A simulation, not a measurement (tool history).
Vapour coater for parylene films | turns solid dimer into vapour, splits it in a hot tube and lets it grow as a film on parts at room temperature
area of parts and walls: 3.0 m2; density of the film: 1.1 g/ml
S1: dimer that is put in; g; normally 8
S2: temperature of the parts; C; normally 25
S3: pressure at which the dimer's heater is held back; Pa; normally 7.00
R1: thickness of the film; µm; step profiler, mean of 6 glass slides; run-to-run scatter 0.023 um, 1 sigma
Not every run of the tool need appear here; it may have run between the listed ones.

run     day  S1  S2     S3    R1
  1   0.000   8  25   7.00  1.38
  2   0.808   8  25   7.00  1.40
      1.621  -- trap's valve overhauled
  3   1.679   8  25   7.00  1.56
  4   2.521   8  25   7.00  1.55
  5   2.983   8  25   7.00  1.51
  6   3.638   8  25   7.00  1.49
  7   4.450   9  25   7.00  1.64
  8   5.129   8  25   7.00  1.48
  9   5.604   8  25   7.19  1.51
 10   6.338   8  25   5.24  1.56
 11   6.783   4  25   7.00  0.73
 12   7.329   4  25   7.00  0.73
 13   7.696   4  25   7.00  0.70
 14   8.433   5  25   7.00  0.89
 15   9.058   5  25   7.00  0.88
 16   9.775  12  25   7.00  2.20
 17  10.612  12  25   7.00  2.20
 18  11.188  12  25   7.00  2.14
 19  11.988  12  25   7.00  2.09
 20  12.504   3  25   7.00  0.52
 21  13.004   3  25   7.00  0.52
 22  13.571   8  25   7.00  1.40
 23  14.304   8  25   7.00  1.38
 24  14.817   4  25   7.00  0.69
 25  15.588   4  25   2.51  0.81
 26  16.133  10  28   8.28  1.45
 27  16.558  10  34   3.20  1.36
 28  17.412  10  34   3.20  1.36
 29  18.162  10  34   3.20  1.28
     18.708  -- trap's valve overhauled
 30  19.162   7  27  10.20  1.16
 31  19.908   7  27   3.44  1.37
 32  20.325   8  25   2.60  1.84
 33  20.825   8  18   5.52  2.17
 34  21.208   8  33   2.07  1.28
 35  21.800   8  33   2.07  1.28
 36  22.625   8  33   2.07  1.30
 37  23.392  10  17   8.39  2.59
 38  23.825   4  23   7.00  0.79
 39  24.521   3  34   4.24  0.42
 40  24.925  11  25   3.39  2.26
 41  25.325   3  25  10.82  0.51
 42  26.075   9  17   6.80  2.36
     26.688  -- table's thermometer calibrated
 43  26.796   9  17   6.80  2.33
 44  27.183   9  17   6.80  2.29
 45  27.854   9  17   6.80  2.28
 46  28.317   9  17   6.80  2.27

Some steps in R1, run to run, broken into two amounts with sign: the step expected even without the hidden condition (settings, incoming material, random variation), and the rest, left for the hidden condition together with whatever gauge scatter is not in both the measured and the hidden-condition-free result:
Unlogged tool condition in this case: vapour lost through the trap's worn valve, %; true temperature of the parts over the reading, C; drift of the gauge itself on film_um, %.
Run 2 -> 3: trap's valve overhauled. R1 +0.16 µm: hidden state +0.16, all else +0.00.
Run 19 -> 20: S1 12 -> 3. R1 -1.57 µm: hidden state +0.11, all else -1.68.
Run 29 -> 30: S1 10 -> 7, S2 34 -> 27, S3 3.20 -> 10.20, trap's valve overhauled. R1 -0.12 µm: hidden state +0.17, all else -0.29.
Run 37 -> 38: S1 10 -> 4, S2 17 -> 23, S3 8.39 -> 7.00. R1 -1.80 µm: hidden state +0.03, all else -1.83.
Run 39 -> 40: S1 3 -> 11, S2 34 -> 25, S3 4.24 -> 3.39. R1 +1.84 µm: hidden state -0.06, all else +1.90.
Run 41 -> 42: S1 3 -> 9, S2 25 -> 17, S3 10.82 -> 6.80. R1 +1.85 µm: hidden state -0.07, all else +1.92.
